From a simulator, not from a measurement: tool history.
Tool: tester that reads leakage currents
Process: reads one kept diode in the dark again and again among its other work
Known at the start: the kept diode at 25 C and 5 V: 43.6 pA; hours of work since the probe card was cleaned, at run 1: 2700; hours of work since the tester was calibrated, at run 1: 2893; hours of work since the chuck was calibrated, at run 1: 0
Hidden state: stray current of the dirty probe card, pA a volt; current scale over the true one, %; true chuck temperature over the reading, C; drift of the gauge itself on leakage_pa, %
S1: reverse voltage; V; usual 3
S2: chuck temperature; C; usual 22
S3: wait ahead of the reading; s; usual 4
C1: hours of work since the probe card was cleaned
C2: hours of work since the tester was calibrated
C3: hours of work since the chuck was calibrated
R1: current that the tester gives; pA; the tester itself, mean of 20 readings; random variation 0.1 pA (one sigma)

run,day,S1,S2,S3,C1,C2,C3,R1
1,0,3,22,4,2700,2893,0,33.38
2,6.371,3,22,3.24,2786,2979,86,33.35
3,16.517,3,34,4,2923,3116,223,77.56
4,25.608,3,39,4,3046,3239,346,110.06
5,32.417,3,22,4,3138,3331,438,32.74
6,38.217,3,22,4,3216,3409,516,32.66
7,42.825,3,22,4,3278,3472,578,32.79
8,50.75,3,22,4,3385,3579,685,32.75
9,59.408,3,22,4,3502,3696,802,32.64
10,66.242,3,22,5.06,3594,3788,894,32.21
11,71.808,3,22,5.06,3670,3863,970,32.63
# day 77.029: chuck's temperature calibrated
# day 78.283: tester calibrated
12,80.688,3,22,5.06,3787,32,48,35.35
13,90.829,3,22,5.06,3924,169,185,35.03
# day 93.9: probe card cleaned and baked
14,99.225,3,22,5.06,72,281,297,28.13
15,108.717,3,22,5.06,200,409,425,28.03
16,119.146,3,22,5.06,341,550,566,27.93
17,128.262,3,22,5.06,464,673,689,27.99
18,136.733,17.69,50,5.09,578,787,803,405.48
19,146.521,1.39,42,7.79,711,920,935,97.8
20,152.338,1.39,42,7.79,789,998,1014,96.97
# day 154.004: chuck's temperature calibrated
21,160.979,1.39,42,7.79,905,1114,94,104.12
22,171.312,1.39,42,7.79,1044,1253,234,103.14
23,181.05,1.39,42,7.79,1176,1385,365,101.95
24,187.388,6.31,49,1.49,1261,1470,451,276.64
25,197.438,3.02,49,1.49,1397,1606,586,212.61
26,204.471,3.02,49,1.49,1492,1701,681,211.77
27,211.029,2.56,22,0.54,1580,1790,770,28.3
28,216.017,7.12,40,1.04,1648,1857,837,151.77
29,220.971,7.12,40,1.04,1715,1924,904,151.14

Forecast each of these 5 alternatives for the next run:
A,229.633,3,47,2.07,1832,2041,1021,?
B,229.633,12.55,41,0.53,1832,2041,1021,?
C,229.633,3.88,54,1.04,1832,2041,1021,?
D,229.633,3.63,40,5.14,1832,2041,1021,?
E,229.633,3,45,4,1832,2041,1021,?

run,R1
A,180.19
B,199.73
C,315.99
D,117.25
E,156.41
Without the tool's hidden state the same runs would have given:
run,R1
A,192.89
B,203.61
C,338.67
D,124.07
E,167.16
